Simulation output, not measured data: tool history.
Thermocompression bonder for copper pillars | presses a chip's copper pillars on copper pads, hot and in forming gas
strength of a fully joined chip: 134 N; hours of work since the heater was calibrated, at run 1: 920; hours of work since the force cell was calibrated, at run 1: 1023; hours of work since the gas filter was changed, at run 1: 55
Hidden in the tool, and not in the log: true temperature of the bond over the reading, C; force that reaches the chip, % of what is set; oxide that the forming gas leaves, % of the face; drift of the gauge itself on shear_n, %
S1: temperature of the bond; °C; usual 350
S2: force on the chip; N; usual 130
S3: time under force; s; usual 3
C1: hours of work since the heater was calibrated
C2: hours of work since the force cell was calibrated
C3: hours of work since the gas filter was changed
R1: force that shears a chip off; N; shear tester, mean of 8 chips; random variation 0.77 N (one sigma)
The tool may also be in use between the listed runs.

run   hour   S1   S2  S3    C1    C2   C3    R1
  1      0  350  130   3   920  1023   55  46.9
  2   45.3  350  130   3   945  1048   80  45.5
  3   71.1  350  130   3   959  1062   94  44.5
      94.1  -- forming gas filter changed
  4    104  350  130   3   977  1080    5  48.7
  5  137.8  350  130   3   995  1099   24  48.5
  6    176  363  130   3  1017  1120   45  52.9
  7  222.5  363  130   3  1042  1146   71  52.5
  8  243.2  374  130   3  1054  1157   82    55
  9  275.7  350  130   3  1072  1175  100  44.5
     287.7  -- forming gas filter changed
 10    322  350  130   3  1097  1200   19  47.6
 11  354.2  350  130   3  1115  1218   37  46.9
     372.1  -- force cell calibrated
 12  390.4  350  130   3  1134    10   56  51.4
 13  419.6  350  130   3  1150    26   72  49.5
 14  462.5  350  186   3  1174    50   96  66.1
     482.5  -- forming gas filter changed
 15  486.2  350  186   3  1186    63    2  73.2
 16  514.8  350   89   3  1202    79   18  36.2
 17  541.3  348   95   3  1217    93   32  37.1
 18  587.9  335   92   4  1242   119   58  35.3
 19  625.7  350  130   8  1263   140   79    69
 20  670.3  341  106   3  1288   164  104  36.3
     673.8  -- forming gas filter changed
 21  702.4  341  106   3  1305   182   16  38.8
     724.4  -- heater calibrated with a thermocouple chip
 22  737.9  341  106   3     7   200   34  42.7
 23  777.6  346   93   3    29   222   56  37.5
 24    808  346   93   3    46   239   73  38.1
 25    831  327  185   6    59   252   86  74.9
 26  861.1  364  156   3    75   268  102  68.3
     868.8  -- forming gas filter changed
 27  908.3  372  112   2   101   294   22  49.5

Forecast each of these 5 alternatives for the next run:
  A  935.7  377  109   5  116  309  37   ?
  B  935.7  352  130   4  116  309  37   ?
  C  935.7  372  112   2  116  309  37   ?
  D  935.7  372  114   5  116  309  37   ?
  E  935.7  372  112   3  116  309  37   ?

run    R1
  A  68.3
  B  61.2
  C  48.9
  D  68.5
  E  57.2
Without the tool's hidden state the same runs would have given:
run    R1
  A  72.7
  B  65.1
  C  52.1
  D  72.7
  E  60.9

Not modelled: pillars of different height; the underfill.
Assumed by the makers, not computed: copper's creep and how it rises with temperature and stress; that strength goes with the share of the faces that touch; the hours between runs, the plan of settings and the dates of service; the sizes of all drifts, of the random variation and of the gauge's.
